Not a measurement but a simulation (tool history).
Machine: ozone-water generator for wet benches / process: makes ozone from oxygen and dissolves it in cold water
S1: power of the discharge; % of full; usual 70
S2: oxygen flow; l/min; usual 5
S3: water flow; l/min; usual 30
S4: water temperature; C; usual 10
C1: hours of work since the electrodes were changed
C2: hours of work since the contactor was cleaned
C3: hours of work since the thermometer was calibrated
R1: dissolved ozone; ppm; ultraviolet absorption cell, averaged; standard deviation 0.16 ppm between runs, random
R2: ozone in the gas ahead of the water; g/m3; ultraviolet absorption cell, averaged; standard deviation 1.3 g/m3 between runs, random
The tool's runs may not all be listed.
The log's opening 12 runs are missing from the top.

run 13 hour=269.5 | S1=58 S2=6.86 S3=30 S4=7 | C1=363 C2=73 C3=1241 | R1=18.8 R2=187.8
run 14 hour=283.3 | S1=58 S2=6.86 S3=30 S4=7 | C1=375 C2=85 C3=1253 | R1=18.6 R2=186.3
run 15 hour=297.9 | S1=58 S2=2.67 S3=30 S4=7 | C1=388 C2=98 C3=1266 | R1=13 R2=268.1
-- hour=309 contactor cleaned, once more
run 16 hour=333.6 | S1=70 S2=5 S3=30 S4=10 | C1=416 C2=22 C3=1294 | R1=20.1 R2=241
run 17 hour=348.2 | S1=70 S2=5 S3=30 S4=10 | C1=429 C2=35 C3=1307 | R1=19.6 R2=240.6
run 18 hour=365.3 | S1=89 S2=5 S3=30 S4=10 | C1=444 C2=50 C3=1322 | R1=23.6 R2=285.3
run 19 hour=382 | S1=70 S2=2.8 S3=30 S4=17 | C1=459 C2=64 C3=1337 | R1=15.3 R2=301.1
run 20 hour=402.2 | S1=70 S2=2.8 S3=30 S4=13 | C1=477 C2=82 C3=1354 | R1=15.6 R2=299.1
run 21 hour=417.3 | S1=70 S2=3.51 S3=30 S4=10 | C1=490 C2=96 C3=1368 | R1=17.6 R2=273.3
run 22 hour=432.2 | S1=43 S2=4.06 S3=24 S4=17 | C1=503 C2=109 C3=1381 | R1=15.4 R2=186.5
run 23 hour=454.5 | S1=43 S2=4.06 S3=24 S4=17 | C1=523 C2=128 C3=1401 | R1=15.4 R2=185.4
run 24 hour=470.7 | S1=78 S2=8.24 S3=37 S4=10 | C1=537 C2=143 C3=1415 | R1=20.2 R2=213.9
run 25 hour=491.5 | S1=78 S2=5.24 S3=19 S4=17 | C1=555 C2=161 C3=1433 | R1=30 R2=252.7
run 26 hour=523.3 | S1=78 S2=5.24 S3=19 S4=17 | C1=584 C2=189 C3=1461 | R1=29.9 R2=256.1
run 27 hour=545.8 | S1=78 S2=5.24 S3=19 S4=17 | C1=603 C2=209 C3=1481 | R1=30.1 R2=254.2
run 28 hour=560.7 | S1=78 S2=5.24 S3=19 S4=17 | C1=616 C2=222 C3=1494 | R1=30.1 R2=253.1
run 29 hour=586 | S1=81 S2=5.29 S3=30 S4=6 | C1=639 C2=244 C3=1517 | R1=23.5 R2=255.3
run 30 hour=612.5 | S1=81 S2=5.29 S3=30 S4=6 | C1=662 C2=268 C3=1540 | R1=23.4 R2=260.8
run 31 hour=629 | S1=81 S2=5.29 S3=30 S4=6 | C1=677 C2=282 C3=1555 | R1=23 R2=260.3
run 32 hour=651.3 | S1=81 S2=4.56 S3=20 S4=6 | C1=696 C2=302 C3=1574 | R1=32.6 R2=273.3
run 33 hour=680.2 | S1=70 S2=4.56 S3=20 S4=14 | C1=722 C2=328 C3=1600 | R1=26.9 R2=245.6

3 ways to go on from here, each from the tool as it stands after run 33. What would each give?
run A hour=711 | S1=70 S2=2.92 S3=20 S4=8 | C1=749 C2=355 C3=1627 | R1=? R2=?
run B hour=711 | S1=76 S2=5 S3=30 S4=8 | C1=749 C2=355 C3=1627 | R1=? R2=?
run C hour=711 | S1=70 S2=5 S3=22 S4=10 | C1=749 C2=355 C3=1627 | R1=? R2=?

run=A R1=25 R2=294.4
run=B R1=21 R2=254.3
run=C R1=26.2 R2=238.4
What these runs would have given with no unlogged condition in the tool:
run=A R1=25.5 R2=299
run=B R1=21.4 R2=258.6
run=C R1=26.7 R2=242.1

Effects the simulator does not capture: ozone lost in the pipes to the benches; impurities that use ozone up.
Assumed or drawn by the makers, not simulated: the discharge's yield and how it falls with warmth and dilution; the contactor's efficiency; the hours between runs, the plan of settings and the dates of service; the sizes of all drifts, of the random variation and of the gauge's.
